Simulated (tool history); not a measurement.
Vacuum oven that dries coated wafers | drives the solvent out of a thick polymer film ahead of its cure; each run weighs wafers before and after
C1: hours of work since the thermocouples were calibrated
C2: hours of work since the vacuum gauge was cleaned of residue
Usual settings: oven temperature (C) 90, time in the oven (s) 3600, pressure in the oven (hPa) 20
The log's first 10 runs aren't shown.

-- hour=437.9 oven's thermocouples calibrated
run 11 hour=491 | oven_temperature_(C)=99 time_in_the_oven_(s)=3600 pressure_in_the_oven_(hPa)=20 | C1=41 C2=961 | solvent_left_in_the_film_(%)=1.64
run 12 hour=557.5 | oven_temperature_(C)=99 time_in_the_oven_(s)=3600 pressure_in_the_oven_(hPa)=34.3 | C1=93 C2=1013 | solvent_left_in_the_film_(%)=2
run 13 hour=621.9 | oven_temperature_(C)=90 time_in_the_oven_(s)=3600 pressure_in_the_oven_(hPa)=24.2 | C1=144 C2=1063 | solvent_left_in_the_film_(%)=3.48
run 14 hour=665.4 | oven_temperature_(C)=90 time_in_the_oven_(s)=6180 pressure_in_the_oven_(hPa)=24.2 | C1=177 C2=1097 | solvent_left_in_the_film_(%)=1.78
run 15 hour=715.3 | oven_temperature_(C)=90 time_in_the_oven_(s)=1920 pressure_in_the_oven_(hPa)=24.2 | C1=216 C2=1136 | solvent_left_in_the_film_(%)=6.82
run 16 hour=763.5 | oven_temperature_(C)=90 time_in_the_oven_(s)=1920 pressure_in_the_oven_(hPa)=24.2 | C1=254 C2=1174 | solvent_left_in_the_film_(%)=7.02
run 17 hour=803.9 | oven_temperature_(C)=90 time_in_the_oven_(s)=1920 pressure_in_the_oven_(hPa)=24.2 | C1=286 C2=1205 | solvent_left_in_the_film_(%)=6.98
run 18 hour=876.2 | oven_temperature_(C)=90 time_in_the_oven_(s)=1920 pressure_in_the_oven_(hPa)=24.2 | C1=342 C2=1262 | solvent_left_in_the_film_(%)=6.93
run 19 hour=930.9 | oven_temperature_(C)=90 time_in_the_oven_(s)=1920 pressure_in_the_oven_(hPa)=24.2 | C1=385 C2=1305 | solvent_left_in_the_film_(%)=6.89
run 20 hour=974.2 | oven_temperature_(C)=90 time_in_the_oven_(s)=1920 pressure_in_the_oven_(hPa)=24.2 | C1=418 C2=1338 | solvent_left_in_the_film_(%)=6.97
run 21 hour=1050.6 | oven_temperature_(C)=89 time_in_the_oven_(s)=3600 pressure_in_the_oven_(hPa)=20 | C1=478 C2=1398 | solvent_left_in_the_film_(%)=3.52
run 22 hour=1111 | oven_temperature_(C)=89 time_in_the_oven_(s)=3600 pressure_in_the_oven_(hPa)=20 | C1=525 C2=1445 | solvent_left_in_the_film_(%)=3.45
run 23 hour=1182.4 | oven_temperature_(C)=89 time_in_the_oven_(s)=3600 pressure_in_the_oven_(hPa)=20 | C1=581 C2=1501 | solvent_left_in_the_film_(%)=3.56
run 24 hour=1247.5 | oven_temperature_(C)=89 time_in_the_oven_(s)=3600 pressure_in_the_oven_(hPa)=20 | C1=632 C2=1552 | solvent_left_in_the_film_(%)=3.51
run 25 hour=1283.7 | oven_temperature_(C)=85 time_in_the_oven_(s)=6060 pressure_in_the_oven_(hPa)=19.1 | C1=660 C2=1580 | solvent_left_in_the_film_(%)=2.32
-- hour=1339.6 vacuum gauge cleaned of residue and calibrated
run 26 hour=1339.6 | oven_temperature_(C)=85 time_in_the_oven_(s)=6060 pressure_in_the_oven_(hPa)=19.1 | C1=702 C2=0 | solvent_left_in_the_film_(%)=1.9

Forecast run 27:
run 27 hour=1404.6 | oven_temperature_(C)=85 time_in_the_oven_(s)=6060 pressure_in_the_oven_(hPa)=19.1 | C1=753 C2=51 | solvent_left_in_the_film_(%)=?

Run 27 gave solvent left in the film (%) 2.07.
Without the tool's hidden state the same run would have given solvent left in the film (%) 2.29.
